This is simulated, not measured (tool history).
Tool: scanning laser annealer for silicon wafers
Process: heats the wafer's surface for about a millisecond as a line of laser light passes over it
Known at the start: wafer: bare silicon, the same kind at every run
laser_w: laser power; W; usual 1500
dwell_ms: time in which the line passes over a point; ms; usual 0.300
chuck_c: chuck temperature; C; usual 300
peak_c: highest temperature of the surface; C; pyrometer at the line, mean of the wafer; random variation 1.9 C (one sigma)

run 1 hour=0.0 | laser_w=1500 dwell_ms=0.300 chuck_c=300 | peak_c=1076
run 2 hour=70.0 | laser_w=1500 dwell_ms=0.300 chuck_c=300 | peak_c=1076
run 3 hour=138.0 | laser_w=1500 dwell_ms=0.300 chuck_c=300 | peak_c=1072
run 4 hour=168.0 | laser_w=1500 dwell_ms=0.300 chuck_c=300 | peak_c=1072
run 5 hour=234.4 | laser_w=1370 dwell_ms=0.300 chuck_c=300 | peak_c=982
run 6 hour=296.4 | laser_w=1500 dwell_ms=0.300 chuck_c=300 | peak_c=1065
run 7 hour=349.9 | laser_w=1632 dwell_ms=0.300 chuck_c=300 | peak_c=1154
run 8 hour=414.9 | laser_w=1632 dwell_ms=0.300 chuck_c=300 | peak_c=1155
run 9 hour=452.6 | laser_w=1632 dwell_ms=0.300 chuck_c=300 | peak_c=1148
run 10 hour=508.0 | laser_w=1632 dwell_ms=0.300 chuck_c=300 | peak_c=1149
run 11 hour=575.5 | laser_w=1329 dwell_ms=0.300 chuck_c=300 | peak_c=947
run 12 hour=645.3 | laser_w=1646 dwell_ms=0.300 chuck_c=300 | peak_c=1155
-- hour=652.1 laser's power meter calibrated
run 13 hour=714.0 | laser_w=1646 dwell_ms=0.300 chuck_c=300 | peak_c=1150
run 14 hour=779.4 | laser_w=1646 dwell_ms=0.300 chuck_c=294 | peak_c=1141
-- hour=832.1 laser's power meter calibrated, once more
run 15 hour=832.1 | laser_w=1369 dwell_ms=0.300 chuck_c=262 | peak_c=921
-- hour=859.9 window over the wafer cleaned
run 16 hour=888.5 | laser_w=1473 dwell_ms=0.244 chuck_c=339 | peak_c=1014
run 17 hour=927.7 | laser_w=1473 dwell_ms=0.244 chuck_c=339 | peak_c=1009
run 18 hour=989.6 | laser_w=1569 dwell_ms=0.244 chuck_c=260 | peak_c=987
run 19 hour=1055.3 | laser_w=1500 dwell_ms=0.293 chuck_c=314 | peak_c=1069
run 20 hour=1105.1 | laser_w=1316 dwell_ms=0.286 chuck_c=300 | peak_c=926
run 21 hour=1156.1 | laser_w=1284 dwell_ms=0.313 chuck_c=332 | peak_c=966
run 22 hour=1211.1 | laser_w=1500 dwell_ms=0.300 chuck_c=292 | peak_c=1052
run 23 hour=1255.4 | laser_w=1324 dwell_ms=0.300 chuck_c=292 | peak_c=936
run 24 hour=1285.0 | laser_w=1500 dwell_ms=0.224 chuck_c=300 | peak_c=949
run 25 hour=1337.2 | laser_w=1500 dwell_ms=0.224 chuck_c=300 | peak_c=945
run 26 hour=1400.2 | laser_w=1592 dwell_ms=0.369 chuck_c=300 | peak_c=1205
run 27 hour=1466.6 | laser_w=1365 dwell_ms=0.300 chuck_c=265 | peak_c=929

Forecast each of these 3 alternatives for the next run:
run A hour=1502.8 | laser_w=1500 dwell_ms=0.345 chuck_c=300 | peak_c=?
run B hour=1502.8 | laser_w=1582 dwell_ms=0.217 chuck_c=314 | peak_c=?
run C hour=1502.8 | laser_w=1325 dwell_ms=0.300 chuck_c=298 | peak_c=?

run=A peak_c=1102
run=B peak_c=991
run=C peak_c=932
Without the tool's hidden state the same runs would have given:
run=A peak_c=1145
run=B peak_c=1027
run=C peak_c=966

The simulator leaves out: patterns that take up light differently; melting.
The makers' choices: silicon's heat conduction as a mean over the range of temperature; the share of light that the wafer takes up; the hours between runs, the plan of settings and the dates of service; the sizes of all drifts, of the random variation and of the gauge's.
